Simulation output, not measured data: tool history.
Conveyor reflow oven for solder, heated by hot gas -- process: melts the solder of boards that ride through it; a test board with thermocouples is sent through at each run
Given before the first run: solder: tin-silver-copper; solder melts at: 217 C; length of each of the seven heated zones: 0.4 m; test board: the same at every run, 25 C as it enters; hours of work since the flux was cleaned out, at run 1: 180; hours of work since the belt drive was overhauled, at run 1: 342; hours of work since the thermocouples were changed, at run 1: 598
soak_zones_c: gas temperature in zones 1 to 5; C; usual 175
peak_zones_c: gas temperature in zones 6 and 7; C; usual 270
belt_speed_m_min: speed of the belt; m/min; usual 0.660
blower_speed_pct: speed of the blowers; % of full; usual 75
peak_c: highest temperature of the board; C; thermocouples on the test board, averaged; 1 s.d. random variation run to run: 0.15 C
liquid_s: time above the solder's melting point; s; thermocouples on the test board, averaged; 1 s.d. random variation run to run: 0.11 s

run	hour	soak_zones_c	peak_zones_c	belt_speed_m_min	blower_speed_pct	hours of work since the flux was cleaned out	hours of work since the belt drive was overhauled	hours of work since the thermocouples were changed	peak_c	liquid_s
1	0.0	175	270	0.660	75	180	342	598	256.6	57.7
2	10.6	175	270	0.660	75	187	349	605	256.1	58.2
3	18.8	175	268	0.660	75	193	354	610	254.6	56.8
4	30.0	166	270	0.660	75	200	362	618	254.6	54.1
5	39.4	166	270	0.660	75	207	368	624	254.7	54.0
6	52.9	175	270	0.593	62	216	377	633	256.5	65.0
7	69.0	175	270	0.593	62	226	388	644	256.7	64.9
8	85.7	175	269	0.660	75	237	399	655	254.8	57.2
9	95.4	175	269	0.660	75	244	405	661	255.0	57.1
10	103.6	181	271	0.660	75	249	411	667	257.7	61.0

Branching from run 10: 3 alternative next runs. What would each branch give?
A	118.6	188	276	0.757	75	259	421	677	?	?
B	118.6	175	270	0.660	74	259	421	677	?	?
C	118.6	181	271	0.615	75	259	421	677	?	?

run	peak_c	liquid_s
A	259.0	55.3
B	255.6	57.4
C	259.6	67.2
The same runs, with their run-to-run variation unchanged, on a tool lacking any hidden condition would have given:
run	peak_c	liquid_s
A	260.0	55.5
B	256.3	57.7
C	260.0	67.0

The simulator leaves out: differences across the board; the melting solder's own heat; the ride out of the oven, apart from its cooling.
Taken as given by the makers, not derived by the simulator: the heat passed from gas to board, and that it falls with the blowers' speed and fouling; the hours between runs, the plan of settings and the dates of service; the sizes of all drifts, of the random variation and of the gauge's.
